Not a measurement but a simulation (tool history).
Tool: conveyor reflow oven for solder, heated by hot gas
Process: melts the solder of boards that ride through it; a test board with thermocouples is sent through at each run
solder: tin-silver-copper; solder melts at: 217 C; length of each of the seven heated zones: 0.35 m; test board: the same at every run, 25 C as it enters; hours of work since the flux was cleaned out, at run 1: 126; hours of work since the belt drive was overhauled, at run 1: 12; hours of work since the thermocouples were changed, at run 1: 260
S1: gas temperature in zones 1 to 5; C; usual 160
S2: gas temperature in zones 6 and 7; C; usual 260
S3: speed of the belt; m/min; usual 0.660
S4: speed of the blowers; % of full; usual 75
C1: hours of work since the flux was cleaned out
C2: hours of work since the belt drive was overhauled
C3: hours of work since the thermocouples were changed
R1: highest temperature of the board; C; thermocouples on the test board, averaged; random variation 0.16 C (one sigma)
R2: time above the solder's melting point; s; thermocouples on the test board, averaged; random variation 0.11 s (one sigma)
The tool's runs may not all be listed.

Run 1, hour 0.0: usual settings; C1 126; C2 12; C3 260. Result: R1 246.2 C, R2 40.9 s.
Run 2, hour 21.9: usual settings; C1 140; C2 26; C3 274. Result: R1 246.0 C, R2 40.6 s.
Run 3, hour 37.9: usual settings but S1 175 C; C1 150; C2 36; C3 284. Result: R1 248.1 C, R2 46.3 s.
At hour 60.9: flux residue cleaned out of gas plates and filters.
Run 4, hour 71.4: usual settings; C1 7; C2 54; C3 302. Result: R1 246.8 C, R2 41.7 s.
Run 5, hour 85.1: usual settings but S4 64 % of full; C1 15; C2 62; C3 310. Result: R1 244.8 C, R2 39.6 s.
Run 6, hour 115.0: usual settings but S4 64 % of full; C1 34; C2 81; C3 329. Result: R1 244.6 C, R2 39.4 s.
Run 7, hour 130.7: usual settings but S4 64 % of full; C1 44; C2 91; C3 339. Result: R1 244.5 C, R2 39.5 s.
Run 8, hour 150.6: usual settings but S4 64 % of full; C1 56; C2 103; C3 351. Result: R1 244.3 C, R2 39.4 s.
Run 9, hour 173.2: usual settings; C1 70; C2 117; C3 366. Result: R1 246.3 C, R2 41.4 s.
At hour 179.6: belt drive overhauled, speed set with a stopwatch.
Run 10, hour 204.5: usual settings; C1 87; C2 16; C3 383. Result: R1 246.1 C, R2 41.2 s.
Run 11, hour 224.9: usual settings; C1 100; C2 28; C3 395. Result: R1 246.1 C, R2 41.0 s.
At hour 242.7: belt drive overhauled, speed set with a stopwatch, once more.
Run 12, hour 250.6: usual settings; C1 114; C2 5; C3 409. Result: R1 246.0 C, R2 40.8 s.
Run 13, hour 265.9: usual settings; C1 123; C2 15; C3 419. Result: R1 245.9 C, R2 40.8 s.
Run 14, hour 292.4: usual settings but S4 74 % of full; C1 140; C2 31; C3 435. Result: R1 245.5 C, R2 40.6 s.
Run 15, hour 306.6: usual settings; C1 149; C2 40; C3 444. Result: R1 245.7 C, R2 40.8 s.
At hour 329.3: flux residue cleaned out of gas plates and filters.
Run 16, hour 334.8: usual settings but S3 0.658 m/min, S4 85 % of full; C1 3; C2 55; C3 459. Result: R1 248.5 C, R2 43.2 s.
Run 17, hour 350.6: usual settings but S1 154 C, S3 0.591 m/min, S4 56 % of full; C1 13; C2 64; C3 468. Result: R1 245.2 C, R2 43.8 s.
Run 18, hour 370.5: usual settings but S1 154 C, S3 0.591 m/min, S4 56 % of full; C1 26; C2 77; C3 481. Result: R1 245.3 C, R2 43.8 s.
Run 19, hour 392.0: usual settings but S1 154 C, S3 0.591 m/min, S4 56 % of full; C1 39; C2 90; C3 494. Result: R1 245.2 C, R2 43.6 s.
Run 20, hour 414.3: usual settings but S1 175 C, S2 253 C, S3 0.631 m/min, S4 54 % of full; C1 53; C2 104; C3 508. Result: R1 239.9 C, R2 41.7 s.
Run 21, hour 440.4: usual settings but S1 148 C, S2 257 C, S3 0.599 m/min, S4 84 % of full; C1 70; C2 121; C3 525. Result: R1 246.0 C, R2 44.0 s.
Run 22, hour 460.4: usual settings but S1 148 C, S2 272 C, S3 0.609 m/min, S4 57 % of full; C1 82; C2 133; C3 537. Result: R1 254.6 C, R2 46.6 s.
Run 23, hour 480.2: usual settings but S1 171 C, S2 258 C, S3 0.615 m/min, S4 50 % of full; C1 94; C2 145; C3 550. Result: R1 243.2 C, R2 44.0 s.
Run 24, hour 494.5: usual settings but S1 171 C, S2 258 C, S3 0.615 m/min, S4 50 % of full; C1 103; C2 154; C3 558. Result: R1 243.2 C, R2 43.9 s.
Run 25, hour 513.8: usual settings but S1 170 C, S3 0.700 m/min; C1 115; C2 167; C3 571. Result: R1 245.4 C, R2 40.7 s.
Run 26, hour 537.3: usual settings but S1 162 C, S2 250 C, S3 0.721 m/min, S4 53 % of full; C1 130; C2 181; C3 585. Result: R1 230.4 C, R2 22.1 s.
Run 27, hour 565.3: usual settings but S1 150 C, S3 0.567 m/min, S4 79 % of full; C1 148; C2 199; C3 603. Result: R1 249.2 C, R2 49.5 s.
At hour 590.3: flux residue cleaned out of gas plates and filters.
Run 28, hour 599.2: usual settings but S1 148 C, S2 251 C, S3 0.748 m/min; C1 6; C2 217; C3 621. Result: R1 232.7 C, R2 22.8 s.
Run 29, hour 628.4: usual settings but S1 148 C, S2 251 C, S3 0.748 m/min; C1 24; C2 235; C3 639. Result: R1 233.0 C, R2 22.8 s.
Run 30, hour 655.4: usual settings but S1 148 C, S2 264 C, S3 0.748 m/min, S4 63 % of full; C1 41; C2 252; C3 656. Result: R1 241.0 C, R2 29.0 s.

How the hidden state differs across the entries between the runs, from the last listed run before each to the first after it:
Between runs 3 and 4: flux residue cleaned out of gas plates and filters (hour 60.9)
  heat that the gas passes to the board, % of a clean oven's: 95.2 -> 99.8; belt's true speed, % of the reading: 100.01 -> 99.97; true gas temperature in zones 6 and 7 over the reading, C: -0.4 -> -0.43
  measured less the result without the state, R1: -1.2 -> -0.4 C; R2: -1.1 -> -0.2 s
Between runs 9 and 10: belt drive overhauled, speed set with a stopwatch (hour 179.6)
  heat that the gas passes to the board, % of a clean oven's: 97.8 -> 97.3; belt's true speed, % of the reading: 99.81 -> 99.75; true gas temperature in zones 6 and 7 over the reading, C: -0.51 -> -0.53
  measured less the result without the state, R1: -0.9 -> -1.0 C; R2: -0.7 -> -0.7 s
Between runs 11 and 12: belt drive overhauled, speed set with a stopwatch, once more (hour 242.7)
  heat that the gas passes to the board, % of a clean oven's: 96.9 -> 96.5; belt's true speed, % of the reading: 99.72 -> 100.03; true gas temperature in zones 6 and 7 over the reading, C: -0.54 -> -0.55
  measured less the result without the state, R1: -1.1 -> -1.3 C; R2: -0.8 -> -1.1 s
Between runs 15 and 16: flux residue cleaned out of gas plates and filters (hour 329.3)
  heat that the gas passes to the board, % of a clean oven's: 95.4 -> 99.6; belt's true speed, % of the reading: 99.95 -> 99.91; true gas temperature in zones 6 and 7 over the reading, C: -0.6 -> -0.61
  measured less the result without the state, R1: -1.5 -> -0.6 C; R2: -1.3 -> -0.3 s
Between runs 27 and 28: flux residue cleaned out of gas plates and filters (hour 590.3)
  heat that the gas passes to the board, % of a clean oven's: 95.3 -> 99.6; belt's true speed, % of the reading: 99.58 -> 99.54; true gas temperature in zones 6 and 7 over the reading, C: -0.78 -> -0.81
  measured less the result without the state, R1: -1.6 -> -0.7 C; R2: -1.3 -> -0.5 s
